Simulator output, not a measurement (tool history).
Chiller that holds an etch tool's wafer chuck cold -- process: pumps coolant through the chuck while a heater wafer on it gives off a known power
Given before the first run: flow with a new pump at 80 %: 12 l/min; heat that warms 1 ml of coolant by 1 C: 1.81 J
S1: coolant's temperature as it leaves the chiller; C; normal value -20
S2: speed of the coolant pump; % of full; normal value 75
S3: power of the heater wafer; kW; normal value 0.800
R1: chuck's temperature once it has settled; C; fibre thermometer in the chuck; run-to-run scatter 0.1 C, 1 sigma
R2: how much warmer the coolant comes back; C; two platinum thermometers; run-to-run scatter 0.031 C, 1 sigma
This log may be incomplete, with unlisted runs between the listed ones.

run   hour   S1  S2     S3     R1    R2
  1    0.0  -20  75  0.800  -11.9  2.46
  2   32.0  -20  75  0.800  -12.0  2.42
  3   54.3  -20  75  0.800  -12.0  2.39
  4   96.3  -20  75  0.800  -11.9  2.38
  5  130.0  -20  75  0.800  -11.7  2.43
  6  150.4  -20  75  0.800  -11.8  2.46
  7  179.5  -20  75  0.800  -11.8  2.37
  8  211.3  -20  75  0.800  -11.7  2.48
  9  237.6  -20  98  0.800  -13.4  1.80
     256.7  -- coolant changed, channels flushed
 10  264.3  -20  98  0.800  -14.4  1.80
 11  301.2  -20  98  0.510  -16.5  1.13
     306.1  -- chiller's thermometer calibrated
 12  339.7  -27  75  0.800  -20.1  2.44
 13  368.7  -27  75  0.800  -20.0  2.39
 14  399.5  -27  75  0.800  -20.1  2.39
     414.4  -- chiller's thermometer calibrated, once more
 15  435.5  -27  75  0.800  -20.3  2.41
 16  458.0  -20  75  0.800  -13.3  2.36
 17  479.3  -20  75  0.734  -13.7  2.20
 18  517.9  -28  66  0.734  -21.0  2.54
 19  541.8  -28  66  0.734  -21.0  2.59
 20  568.2  -27  84  0.800  -20.8  2.18
 21  587.7  -20  75  0.407  -16.6  1.24
 22  619.2  -20  61  1.076   -9.3  4.09
 23  656.7  -27  63  0.465  -22.5  1.73
 24  694.9  -22  85  0.933  -15.1  2.46
 25  719.5  -25  67  0.438  -21.0  1.46
 26  755.8  -13  83  1.099   -4.4  2.90
 27  796.3  -27  96  0.721  -22.1  1.73
 28  837.6  -24  81  0.413  -20.7  1.22
 29  877.0  -19  60  0.621  -12.6  2.42
 30  907.3  -19  60  0.621  -12.7  2.41

What does the tool deliver on the next run?
 31  929.8  -20  72  0.800   ?   ?

{"run 31": {"R1": -12.9, "R2": 2.54}}
The same run, on a tool lacking any hidden state, would have yielded R1 -13.2 C, R2 2.45 C.
